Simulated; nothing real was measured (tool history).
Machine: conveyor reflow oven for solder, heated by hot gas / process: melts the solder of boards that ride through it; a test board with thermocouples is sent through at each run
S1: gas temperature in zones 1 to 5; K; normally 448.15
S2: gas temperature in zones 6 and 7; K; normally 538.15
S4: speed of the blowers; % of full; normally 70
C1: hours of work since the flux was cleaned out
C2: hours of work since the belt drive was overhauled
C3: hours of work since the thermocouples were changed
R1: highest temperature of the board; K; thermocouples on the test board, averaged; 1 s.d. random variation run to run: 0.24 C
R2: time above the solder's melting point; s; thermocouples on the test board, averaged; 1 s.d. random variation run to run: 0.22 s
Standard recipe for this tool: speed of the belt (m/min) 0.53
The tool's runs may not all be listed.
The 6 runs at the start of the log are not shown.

Run 7, day 3.388: usual settings but S4 77 % of full; C1 363; C2 62; C3 62. Result: R1 525.15 K, R2 68.7 s.
Run 8, day 3.958: usual settings but S4 77 % of full; C1 370; C2 68; C3 68. Result: R1 525.15 K, R2 68.5 s.
Run 9, day 4.567: usual settings; C1 377; C2 75; C3 75. Result: R1 523.65 K, R2 66.9 s.
Run 10, day 5.092: usual settings; C1 383; C2 82; C3 82. Result: R1 523.75 K, R2 66.8 s.
Run 11, day 5.596: usual settings; C1 389; C2 87; C3 87. Result: R1 523.35 K, R2 66.7 s.
Run 12, day 5.942: usual settings but S4 52 % of full; C1 393; C2 92; C3 92. Result: R1 518.75 K, R2 60.4 s.
Run 13, day 6.421: usual settings but S1 451.15 K; C1 399; C2 97; C3 97. Result: R1 524.15 K, R2 68.6 s.
Run 14, day 7.104: usual settings; C1 407; C2 105; C3 105. Result: R1 523.25 K, R2 66.6 s.
Run 15, day 7.729: usual settings; C1 414; C2 112; C3 112. Result: R1 523.35 K, R2 66.5 s.
Run 16, day 8.292: usual settings; C1 421; C2 119; C3 119. Result: R1 523.15 K, R2 66.3 s.
Run 17, day 8.696: usual settings but S1 441.15 K, S2 545.15 K, speed of the belt (m/min) 0.494, S4 72 % of full; C1 426; C2 124; C3 124. Result: R1 530.75 K, R2 75.8 s.
Run 18, day 9.2: usual settings but S1 441.15 K, S2 545.15 K, speed of the belt (m/min) 0.494, S4 72 % of full; C1 431; C2 130; C3 130. Result: R1 531.05 K, R2 75.3 s.
Run 19, day 9.625: usual settings but S1 441.15 K, S2 545.15 K, speed of the belt (m/min) 0.494, S4 72 % of full; C1 436; C2 135; C3 135. Result: R1 531.05 K, R2 75.8 s.
Run 20, day 10: usual settings but S1 441.15 K, S2 545.15 K, speed of the belt (m/min) 0.494, S4 72 % of full; C1 441; C2 139; C3 139. Result: R1 530.25 K, R2 75.3 s.
Run 21, day 10.371: usual settings but speed of the belt (m/min) 0.634, S4 71 % of full; C1 445; C2 143; C3 143. Result: R1 517.45 K, R2 48.6 s.
Run 22, day 11.088: usual settings but S1 439.15 K, S4 75 % of full; C1 454; C2 152; C3 152. Result: R1 522.35 K, R2 62.6 s.
Run 23, day 11.4: usual settings but S1 454.15 K, speed of the belt (m/min) 0.632; C1 457; C2 156; C3 156. Result: R1 517.85 K, R2 52.5 s.
Run 24, day 11.921: usual settings but speed of the belt (m/min) 0.507, S4 89 % of full; C1 463; C2 162; C3 162. Result: R1 527.25 K, R2 74.7 s.
Run 25, day 12.342: usual settings but speed of the belt (m/min) 0.507, S4 89 % of full; C1 468; C2 167; C3 167. Result: R1 527.45 K, R2 74.6 s.

Run 26 has not been measured yet. What should we expect?
Run 26, day 12.988: usual settings but S1 451.15 K, speed of the belt (m/min) 0.632; C1 476; C2 174; C3 174. Result: R1 ?, R2 ?.

R1: 517.25 K
R2: 50.5 s
Without the tool's hidden state the same run would have given R1 521.15 K, R2 54.9 s.
